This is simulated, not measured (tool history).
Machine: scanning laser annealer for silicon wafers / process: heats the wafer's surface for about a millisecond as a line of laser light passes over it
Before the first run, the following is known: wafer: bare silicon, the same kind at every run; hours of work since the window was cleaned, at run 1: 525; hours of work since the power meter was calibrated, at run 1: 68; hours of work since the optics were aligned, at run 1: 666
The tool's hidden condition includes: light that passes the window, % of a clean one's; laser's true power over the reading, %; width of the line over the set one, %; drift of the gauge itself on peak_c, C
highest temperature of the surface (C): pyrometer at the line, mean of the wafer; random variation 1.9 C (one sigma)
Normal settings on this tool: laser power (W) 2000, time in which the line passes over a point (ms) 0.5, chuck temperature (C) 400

run	hour	laser power (W)	time in which the line passes over a point (ms)	chuck temperature (C)	hours of work since the window was cleaned	hours of work since the power meter was calibrated	hours of work since the optics were aligned	highest temperature of the surface (C)
1	0	2000	0.5	400	525	68	666	1143
2	5	2000	0.5	400	527	71	669	1145
3	14	2000	0.5	400	532	76	673	1142
4	18.8	2000	0.5	400	535	78	676	1145
5	22.7	2000	0.5	400	537	80	678	1143
6	27.8	2000	0.5	400	539	83	681	1147
7	36.6	2000	0.41	400	544	87	685	1070
8	43.6	1837	0.5	400	547	91	689	1067
9	48.1	1837	0.5	400	550	93	691	1067
10	54.4	1837	0.5	400	553	97	694	1067
11	59.6	1837	0.6	400	556	99	697	1133
12	68	1837	0.45	400	560	104	702	1033
13	74.2	2039	0.5	400	563	107	705	1157
14	82.6	2183	0.363	432	568	111	709	1135
15	90	2183	0.363	432	572	115	713	1127
16	95.8	2000	0.5	406	575	118	716	1144
17	104.7	2000	0.38	364	579	123	721	1006
18	110.8	1980	0.509	372	582	126	724	1108
19	115.4	2074	0.509	372	585	128	726	1153
20	120.1	1716	0.553	369	587	131	729	1011
21	126.7	1851	0.5	369	591	134	732	1040
22	133.4	2187	0.396	431	594	138	736	1164
23	138.6	2187	0.597	364	597	140	738	1268
24	144.4	2024	0.484	375	600	143	741	1112
25	148.7	2024	0.484	375	602	146	744	1108

Same runs, no hidden state in the tool, same run-to-run variation:
run	highest temperature of the surface (C)
1	1199
2	1201
3	1199
4	1201
5	1200
6	1205
7	1122
8	1119
9	1120
10	1120
11	1191
12	1084
13	1218
14	1192
15	1184
16	1205
17	1060
18	1170
19	1218
20	1065
21	1097
22	1226
23	1345
24	1176
25	1171
